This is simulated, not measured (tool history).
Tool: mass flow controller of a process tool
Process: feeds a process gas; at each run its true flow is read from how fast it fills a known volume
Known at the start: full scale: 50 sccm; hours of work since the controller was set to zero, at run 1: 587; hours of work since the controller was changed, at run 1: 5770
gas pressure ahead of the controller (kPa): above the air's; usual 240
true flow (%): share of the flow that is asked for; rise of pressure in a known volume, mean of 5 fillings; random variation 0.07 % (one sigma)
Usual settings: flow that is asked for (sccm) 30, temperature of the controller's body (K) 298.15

run,day,flow that is asked for (sccm),gas pressure ahead of the controller (kPa),temperature of the controller's body (K),hours of work since the controller was set to zero,hours of work since the controller was changed,true flow (%)
1,0,30,240,298.15,587,5770,97.13
2,15.275,30,240,298.15,702,5885,97.11
3,36.8,30,240,298.15,865,6047,97.09
4,49.471,30,240,302.15,960,6143,96.63
5,61.292,30,240,302.15,1050,6232,96.63
6,75.692,30,240,298.15,1158,6340,96.99
7,91.496,30,240,298.15,1277,6460,96.92
8,113.212,30,240,298.15,1441,6623,96.88
9,132.738,30,240,298.15,1588,6771,96.89
10,146.771,30,150,298.15,1694,6877,97.58
11,158.321,30,150,298.15,1781,6964,97.52
12,172.975,30,150,298.15,1892,7074,97.51
13,182.721,12,240,298.15,1965,7148,96.76
14,205.379,30,240,298.15,2136,7319,96.82
15,227.246,30,240,298.15,2301,7483,96.85
16,246.792,7,240,298.15,2448,7631,97.39
17,267.862,34,240,303.15,2607,7790,96.45
18,287.096,34,240,303.15,2752,7935,96.51
19,310.462,34,233,303.15,2929,8111,96.39
20,327.629,10,201,301.15,3058,8240,97.01
21,339.054,30,180,299.15,3144,8327,96.93
22,361.067,30,180,299.15,3310,8493,96.94
23,372.246,30,225,296.15,3395,8577,97
24,390.329,30,225,296.15,3531,8713,97.01
25,414.208,7,240,307.15,3711,8893,97.09
26,431.875,7,240,307.15,3844,9027,97.24
27,453.583,9,168,303.15,4008,9190,97.52
28,469.625,9,168,303.15,4129,9311,97.58
29,484.504,28,168,300.15,4241,9423,96.89
30,497.096,24,237,296.15,4336,9518,96.76
31,520.717,18,203,296.15,4514,9697,97.03

Forecast each of these 5 alternatives for the next run:
A,534.35,5,240,301.15,4617,9799,?
B,534.35,16,170,312.15,4617,9799,?
C,534.35,19,218,298.15,4617,9799,?
D,534.35,13,203,298.15,4617,9799,?
E,534.35,18,240,298.15,4617,9799,?

run,true flow (%)
A,99.49
B,95.94
C,96.84
D,97.28
E,96.63
Without the tool's hidden state the same runs would have given:
run,true flow (%)
A,97.63
B,97.61
C,98.77
D,98.58
E,98.48
